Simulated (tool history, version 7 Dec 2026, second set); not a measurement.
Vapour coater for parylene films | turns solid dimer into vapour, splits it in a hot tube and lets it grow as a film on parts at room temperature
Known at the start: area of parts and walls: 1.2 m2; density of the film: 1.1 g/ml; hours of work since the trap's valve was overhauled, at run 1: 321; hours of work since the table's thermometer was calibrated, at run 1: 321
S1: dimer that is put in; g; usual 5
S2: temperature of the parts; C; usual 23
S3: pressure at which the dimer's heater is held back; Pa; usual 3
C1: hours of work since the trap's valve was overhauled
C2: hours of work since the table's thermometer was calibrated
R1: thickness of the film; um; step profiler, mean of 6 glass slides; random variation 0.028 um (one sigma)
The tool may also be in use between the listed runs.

run	hour	S1	S2	S3	C1	C2	R1
1	0	5	23	3	321	321	2.48
2	24.6	5	27	3	341	341	2.23
3	53	5	23	3	364	364	2.44
4	71.3	5	23	3	379	379	2.44
5	91.1	5	23	3	395	395	2.46
6	110.3	5	23	3	411	411	2.46
7	139.1	5	23	3	434	434	2.38
8	166.9	5	23	3	457	457	2.38
9	180.3	5	23	2.61	468	468	2.45
10	205.9	3	23	3	489	489	1.47
11	221.6	3	23	3	501	501	1.41
12	249.9	3	23	6.87	524	524	1.31
13	268.2	5	15	3	539	539	2.83
14	295.7	5	23	3	562	562	2.34
# hour 312.3: trap's valve overhauled
15	319	5	23	3	5	577	2.48
16	347.9	5	23	3	29	601	2.44
17	371	5	23	3	48	620	2.47
18	384.1	5	23	3	58	630	2.45
19	399.7	5	23	3	71	643	2.51
20	417	5	23	3	85	657	2.45
21	444.9	5	23	3	108	680	2.43
22	465.8	5	23	3	125	697	2.41
23	493.8	5	23	3	148	720	2.47
24	521	5	23	3	170	742	2.43
25	541.8	4	27	2.18	187	758	1.86
26	570.9	4	27	2.18	210	782	1.85
27	588	7	23	2.67	224	796	3.46
28	615.4	2	18	2.42	246	818	1.08
29	643.4	3	22	6.89	269	841	1.37
30	672.7	3	22	6.89	293	865	1.37
31	692.4	3	22	6.89	309	881	1.37
32	705.4	5	16	2.47	320	892	2.97
33	722.2	9	19	10.78	333	905	4.1
34	747.3	2	32	5.66	354	926	0.73
35	764.2	7	21	3	367	939	3.51
36	786.3	3	24	3.76	385	957	1.4
37	813.1	3	24	8.38	407	979	1.22
38	836.6	3	18	6.68	426	998	1.41
39	853.4	6	18	2.11	440	1012	3.34
40	879.8	2	19	8.92	461	1033	0.92
41	893.6	2	16	8.92	473	1044	0.98
42	922.8	2	16	8.92	496	1068	0.97
43	936.1	2	16	8.92	507	1079	0.99
44	956.3	2	16	8.92	524	1095	0.93
45	982.8	8	16	8.92	545	1117	3.85
46	996.4	8	16	8.92	556	1128	3.86
47	1010.6	3	25	8.92	568	1140	1.2

Measured less the same run without the tool's hidden state. The same run-to-run variation is in both; the gauge's scatter may not be:
The hidden state here: vapour lost through the trap's worn valve, %; true temperature of the parts over the reading, C; drift of the gauge itself on film_um, %.
run	R1
1	-0.08
2	-0.07
3	-0.08
4	-0.09
5	-0.09
6	-0.09
7	-0.1
8	-0.11
9	-0.11
10	-0.06
11	-0.07
12	-0.07
13	-0.16
14	-0.13
15	-0.04
16	-0.04
17	-0.05
18	-0.05
19	-0.06
20	-0.06
21	-0.07
22	-0.07
23	-0.07
24	-0.07
25	-0.06
26	-0.07
27	-0.13
28	-0.05
29	-0.05
30	-0.06
31	-0.06
32	-0.14
33	-0.21
34	-0.03
35	-0.19
36	-0.08
37	-0.07
38	-0.08
39	-0.21
40	-0.06
41	-0.07
42	-0.07
43	-0.07
44	-0.07
45	-0.28
46	-0.28
47	-0.09

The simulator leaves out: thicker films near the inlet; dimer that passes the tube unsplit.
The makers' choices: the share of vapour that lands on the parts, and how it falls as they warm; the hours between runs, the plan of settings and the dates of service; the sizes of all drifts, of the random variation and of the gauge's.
